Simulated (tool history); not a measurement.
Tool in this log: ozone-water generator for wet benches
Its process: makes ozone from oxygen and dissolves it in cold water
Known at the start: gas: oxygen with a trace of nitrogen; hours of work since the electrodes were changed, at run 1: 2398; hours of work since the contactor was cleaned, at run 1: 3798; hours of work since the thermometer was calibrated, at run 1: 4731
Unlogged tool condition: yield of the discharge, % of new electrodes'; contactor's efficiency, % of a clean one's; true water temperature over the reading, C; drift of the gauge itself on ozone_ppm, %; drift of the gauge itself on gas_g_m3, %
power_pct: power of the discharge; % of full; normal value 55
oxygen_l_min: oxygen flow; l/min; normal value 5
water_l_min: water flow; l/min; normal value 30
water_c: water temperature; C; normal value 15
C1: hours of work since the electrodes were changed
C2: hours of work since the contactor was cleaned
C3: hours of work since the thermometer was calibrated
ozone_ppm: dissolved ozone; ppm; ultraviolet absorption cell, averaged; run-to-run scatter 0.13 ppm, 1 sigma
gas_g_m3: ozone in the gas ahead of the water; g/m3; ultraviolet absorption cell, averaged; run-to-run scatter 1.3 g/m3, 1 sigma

run 1 day=0 | power_pct=55 oxygen_l_min=5 water_l_min=30 water_c=15 | C1=2398 C2=3798 C3=4731 | ozone_ppm=16.1 gas_g_m3=232.3
run 2 day=3.967 | power_pct=78 oxygen_l_min=5 water_l_min=30 water_c=15 | C1=2485 C2=3885 C3=4818 | ozone_ppm=20.3 gas_g_m3=295.8
run 3 day=6.358 | power_pct=78 oxygen_l_min=5 water_l_min=30 water_c=15 | C1=2538 C2=3937 C3=4871 | ozone_ppm=20.4 gas_g_m3=292.6
run 4 day=9.25 | power_pct=55 oxygen_l_min=5 water_l_min=30 water_c=15 | C1=2601 C2=4001 C3=4934 | ozone_ppm=16.1 gas_g_m3=236
run 5 day=11.321 | power_pct=55 oxygen_l_min=8.85 water_l_min=30 water_c=15 | C1=2646 C2=4046 C3=4979 | ozone_ppm=17.8 gas_g_m3=185.1
run 6 day=13.575 | power_pct=55 oxygen_l_min=5 water_l_min=45 water_c=15 | C1=2696 C2=4096 C3=5029 | ozone_ppm=10.2 gas_g_m3=234.4
run 7 day=16.954 | power_pct=55 oxygen_l_min=5 water_l_min=45 water_c=15 | C1=2770 C2=4170 C3=5103 | ozone_ppm=10 gas_g_m3=236.1
run 8 day=20.721 | power_pct=55 oxygen_l_min=5 water_l_min=45 water_c=15 | C1=2852 C2=4252 C3=5185 | ozone_ppm=10 gas_g_m3=236.1
-- day=22.933 water thermometer calibrated
run 9 day=23.383 | power_pct=55 oxygen_l_min=5 water_l_min=45 water_c=15 | C1=2910 C2=4310 C3=10 | ozone_ppm=10.1 gas_g_m3=231.8
run 10 day=25.104 | power_pct=55 oxygen_l_min=5 water_l_min=30 water_c=9 | C1=2948 C2=4348 C3=48 | ozone_ppm=17.2 gas_g_m3=234.7
run 11 day=27.175 | power_pct=55 oxygen_l_min=5 water_l_min=30 water_c=15 | C1=2993 C2=4393 C3=93 | ozone_ppm=16.2 gas_g_m3=235.3
run 12 day=31.05 | power_pct=80 oxygen_l_min=5 water_l_min=30 water_c=15 | C1=3078 C2=4478 C3=178 | ozone_ppm=20.6 gas_g_m3=297
run 13 day=33.604 | power_pct=55 oxygen_l_min=5 water_l_min=30 water_c=15 | C1=3134 C2=4534 C3=234 | ozone_ppm=16.1 gas_g_m3=232.7
run 14 day=35.662 | power_pct=55 oxygen_l_min=5 water_l_min=30 water_c=15 | C1=3179 C2=4579 C3=279 | ozone_ppm=16.2 gas_g_m3=235.6
run 15 day=37.583 | power_pct=55 oxygen_l_min=3.68 water_l_min=30 water_c=15 | C1=3222 C2=4621 C3=321 | ozone_ppm=14.9 gas_g_m3=268
run 16 day=41.275 | power_pct=55 oxygen_l_min=3.68 water_l_min=18 water_c=15 | C1=3302 C2=4702 C3=402 | ozone_ppm=25.7 gas_g_m3=269.8
run 17 day=43.467 | power_pct=55 oxygen_l_min=3.68 water_l_min=18 water_c=15 | C1=3350 C2=4750 C3=450 | ozone_ppm=25.7 gas_g_m3=265.4

Estimate the outcome of run 18 from the log above:
run 18 day=45.55 | power_pct=55 oxygen_l_min=5 water_l_min=33 water_c=14 | C1=3396 C2=4796 C3=496 | ozone_ppm=? gas_g_m3=?

{"run 18": {"ozone_ppm": 14.8, "gas_g_m3": 235.5}}
With no hidden state in the tool, this same run would have given ozone_ppm 14.8 ppm, gas_g_m3 235.6 g/m3.
